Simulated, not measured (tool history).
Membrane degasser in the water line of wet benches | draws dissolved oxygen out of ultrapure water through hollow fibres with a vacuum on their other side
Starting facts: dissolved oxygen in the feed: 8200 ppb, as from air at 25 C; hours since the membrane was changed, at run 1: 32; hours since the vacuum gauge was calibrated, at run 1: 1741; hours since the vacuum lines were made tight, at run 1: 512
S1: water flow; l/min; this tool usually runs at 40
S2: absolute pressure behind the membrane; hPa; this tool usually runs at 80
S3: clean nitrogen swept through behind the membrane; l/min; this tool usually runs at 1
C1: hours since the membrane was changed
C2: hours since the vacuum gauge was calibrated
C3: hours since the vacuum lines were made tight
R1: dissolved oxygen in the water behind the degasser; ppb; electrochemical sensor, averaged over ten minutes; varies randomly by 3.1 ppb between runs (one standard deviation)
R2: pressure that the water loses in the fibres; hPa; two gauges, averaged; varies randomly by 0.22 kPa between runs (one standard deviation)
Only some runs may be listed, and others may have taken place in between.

run 1 hour=0 | S1=40 S2=80 S3=1 | C1=32 C2=1741 C3=512 | R1=390.8 R2=531.2
run 2 hour=30.8 | S1=40 S2=80 S3=1 | C1=63 C2=1772 C3=542 | R1=394.8 R2=530.3
run 3 hour=54.3 | S1=40 S2=80 S3=1 | C1=86 C2=1796 C3=566 | R1=390.1 R2=526
run 4 hour=92.7 | S1=30 S2=80 S3=1 | C1=125 C2=1834 C3=604 | R1=310.8 R2=398.2
run 5 hour=114.3 | S1=30 S2=80 S3=1 | C1=146 C2=1856 C3=626 | R1=308.2 R2=395.9
run 6 hour=158.2 | S1=30 S2=80 S3=1 | C1=190 C2=1900 C3=670 | R1=312.4 R2=398.8
run 7 hour=184.9 | S1=30 S2=80 S3=1 | C1=217 C2=1926 C3=697 | R1=313.9 R2=398.4
run 8 hour=223.9 | S1=30 S2=80 S3=1 | C1=256 C2=1965 C3=736 | R1=310 R2=397.4
run 9 hour=248 | S1=30 S2=80 S3=1 | C1=280 C2=1989 C3=760 | R1=310.8 R2=398.5
run 10 hour=275.3 | S1=40 S2=80 S3=1 | C1=307 C2=2017 C3=787 | R1=394.5 R2=535.1
run 11 hour=300.4 | S1=40 S2=80 S3=1 | C1=332 C2=2042 C3=812 | R1=394.3 R2=534.6
run 12 hour=343.6 | S1=40 S2=80 S3=1.19 | C1=376 C2=2085 C3=855 | R1=343.4 R2=536.3
run 13 hour=386.4 | S1=38 S2=57.5 S3=0.72 | C1=418 C2=2128 C3=898 | R1=279.3 R2=506.2
run 14 hour=419.7 | S1=38 S2=57.5 S3=0.72 | C1=452 C2=2161 C3=931 | R1=277.3 R2=511.3
run 15 hour=445.7 | S1=40 S2=70 S3=1.9 | C1=478 C2=2187 C3=957 | R1=189.1 R2=534
run 16 hour=486.2 | S1=40 S2=70 S3=1.9 | C1=518 C2=2228 C3=998 | R1=192.6 R2=532.9
run 17 hour=520.4 | S1=40 S2=66.6 S3=0.5 | C1=552 C2=2262 C3=1032 | R1=481.2 R2=531.1
run 18 hour=544.2 | S1=40 S2=80 S3=0.43 | C1=576 C2=2286 C3=1056 | R1=701.8 R2=538.9
run 19 hour=579.9 | S1=40 S2=80 S3=0.43 | C1=612 C2=2321 C3=1092 | R1=706.3 R2=531.9
run 20 hour=602.5 | S1=40 S2=67.2 S3=2.46 | C1=634 C2=2344 C3=1114 | R1=142 R2=535
run 21 hour=623.3 | S1=40 S2=169.8 S3=1 | C1=655 C2=2365 C3=1135 | R1=1020 R2=532.6
run 22 hour=657.6 | S1=40 S2=80 S3=2.26 | C1=690 C2=2399 C3=1169 | R1=200.5 R2=535.3

Predict each of these 3 candidate next runs independently; none follows another, all start after run 22:
run A hour=697.2 | S1=48 S2=60.2 S3=0.67 | C1=729 C2=2439 C3=1209 | R1=? R2=?
run B hour=697.2 | S1=54 S2=48.4 S3=1 | C1=729 C2=2439 C3=1209 | R1=? R2=?
run C hour=697.2 | S1=30 S2=82.5 S3=1 | C1=729 C2=2439 C3=1209 | R1=? R2=?

run=A R1=378.4 R2=643.1
run=B R1=203.2 R2=726.4
run=C R1=328.2 R2=398
What these runs would have given with no unlogged condition in the tool:
run=A R1=345.5 R2=639.6
run=B R1=175 R2=722.5
run=C R1=310.5 R2=395.8
